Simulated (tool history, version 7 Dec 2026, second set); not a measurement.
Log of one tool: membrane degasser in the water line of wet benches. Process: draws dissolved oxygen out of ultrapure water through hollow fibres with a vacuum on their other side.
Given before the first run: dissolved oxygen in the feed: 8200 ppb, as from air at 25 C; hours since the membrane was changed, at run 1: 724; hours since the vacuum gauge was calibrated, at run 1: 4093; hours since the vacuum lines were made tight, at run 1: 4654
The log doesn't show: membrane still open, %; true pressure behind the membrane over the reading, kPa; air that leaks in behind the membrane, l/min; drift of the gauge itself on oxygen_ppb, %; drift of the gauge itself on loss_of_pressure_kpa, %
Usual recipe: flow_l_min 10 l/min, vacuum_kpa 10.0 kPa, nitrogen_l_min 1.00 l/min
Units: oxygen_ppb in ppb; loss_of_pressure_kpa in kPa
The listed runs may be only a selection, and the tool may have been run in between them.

| run | day | flow_l_min | vacuum_kpa | nitrogen_l_min | hours since the membrane was changed | hours since the vacuum gauge was calibrated | hours since the vacuum lines were made tight | oxygen_ppb | loss_of_pressure_kpa |
|---|---|---|---|---|---|---|---|---|---|
| 1 | 0.000 | 10 | 10.0 | 1.00 | 724 | 4093 | 4654 | 168.4 | 45.02 |
| 2 | 2.550 | 10 | 10.0 | 1.00 | 786 | 4154 | 4715 | 167.4 | 45.07 |
| 3 | 4.179 | 10 | 10.0 | 1.00 | 825 | 4193 | 4755 | 166.4 | 45.36 |
| 4 | 6.508 | 10 | 10.0 | 1.00 | 881 | 4249 | 4810 | 165.3 | 45.09 |
| 5 | 9.342 | 10 | 10.0 | 1.00 | 949 | 4317 | 4878 | 165.9 | 45.25 |
| 6 | 12.096 | 10 | 12.6 | 1.00 | 1015 | 4383 | 4945 | 227.6 | 45.42 |
| 7 | 14.179 | 10 | 12.6 | 1.00 | 1065 | 4433 | 4995 | 225.3 | 45.01 |
| 8 | 16.804 | 10 | 12.6 | 1.00 | 1128 | 4496 | 5058 | 226.9 | 45.37 |
| 9 | 18.425 | 10 | 12.6 | 1.00 | 1167 | 4535 | 5096 | 226.1 | 45.52 |
| 10 | 19.762 | 10 | 6.3 | 1.00 | 1199 | 4567 | 5129 | 81.7 | 45.46 |
| 11 | 22.604 | 10 | 6.3 | 1.00 | 1267 | 4635 | 5197 | 82.3 | 45.20 |
| 12 | 24.558 | 10 | 6.3 | 1.21 | 1314 | 4682 | 5244 | 71.0 | 45.41 |
| 13 | 27.133 | 10 | 10.0 | 0.85 | 1376 | 4744 | 5305 | 193.9 | 45.41 |
| 14 | 28.450 | 10 | 10.0 | 1.00 | 1407 | 4776 | 5337 | 167.6 | 45.17 |
| 15 | 30.388 | 10 | 10.0 | 1.00 | 1454 | 4822 | 5384 | 166.3 | 45.09 |
| 16 | 32.196 | 10 | 10.0 | 1.00 | 1497 | 4866 | 5427 | 165.4 | 45.14 |

For run 17, what comes out?
| 17 | 34.183 | 10 | 10.0 | 1.00 | 1545 | 4913 | 5475 | ? | ? |

{"run 17": {"oxygen_ppb": 167.9, "loss_of_pressure_kpa": 44.83}}
Minus the tool's unlogged condition, the same run would have read oxygen_ppb 167.2 ppb, loss_of_pressure_kpa 44.82 kPa.
